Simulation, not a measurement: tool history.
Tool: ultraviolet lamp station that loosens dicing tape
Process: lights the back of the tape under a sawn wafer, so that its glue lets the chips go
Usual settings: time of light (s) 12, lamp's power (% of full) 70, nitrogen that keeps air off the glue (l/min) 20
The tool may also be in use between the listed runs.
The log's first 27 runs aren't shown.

run   hour  time of light (s)  lamp's power (% of full)  nitrogen that keeps air off the glue (l/min)  force that peels the tape off (N)  light that reached the tape (mJ/cm²)
 28  266.5                 12                        70                                            33                              0.594                                   396
 29  278.5                 23                        85                                            16                              0.150                                   923
 30  290.2                 10                        67                                            36                              0.917                                   315
 31  296.5                 13                        99                                             8                              0.673                                   598
 32  305.4                 24                        64                                            15                              0.271                                   710
 33  311.9                 16                        66                                            16                              0.632                                   489
 34  319.9                 15                        62                                             7                              1.301                                   426
 35  331.5                 15                        62                                            24                              0.603                                   423
     337.2  -- window cleaned of glue's vapour
 36  343.4                 15                        62                                            24                              0.494                                   456
 37  356.8                 22                        95                                            20                              0.113                                  1008
 38  367.7                 15                        70                                            20                              0.487                                   511
 39  377.2                 22                        70                                            30                              0.157                                   741
 40  389.8                 10                        70                                            12                              1.405                                   338
 41  395.3                 12                        70                                            31                              0.619                                   400
 42  406.8                 12                        70                                            31                              0.619                                   392
 43  415.4                 15                        83                                            12                              0.499                                   582
 44  421.3                  7                        86                                            19                              1.426                                   283

Forecast each of these 3 alternatives for the next run:
  A  431.7                  6                        60                                            14                                  ?                                     ?
  B  431.7                 17                        99                                            20                                  ?                                     ?
  C  431.7                 12                        68                                            20                                  ?                                     ?

run  force that peels the tape off (N)  light that reached the tape (mJ/cm²)
  A                              2.872                                   170
  B                              0.175                                   787
  C                              0.845                                   375
Without the tool's hidden state the same runs would have given:
run  force that peels the tape off (N)  light that reached the tape (mJ/cm²)
  A                              2.356                                   213
  B                              0.117                                   987
  C                              0.536                                   471
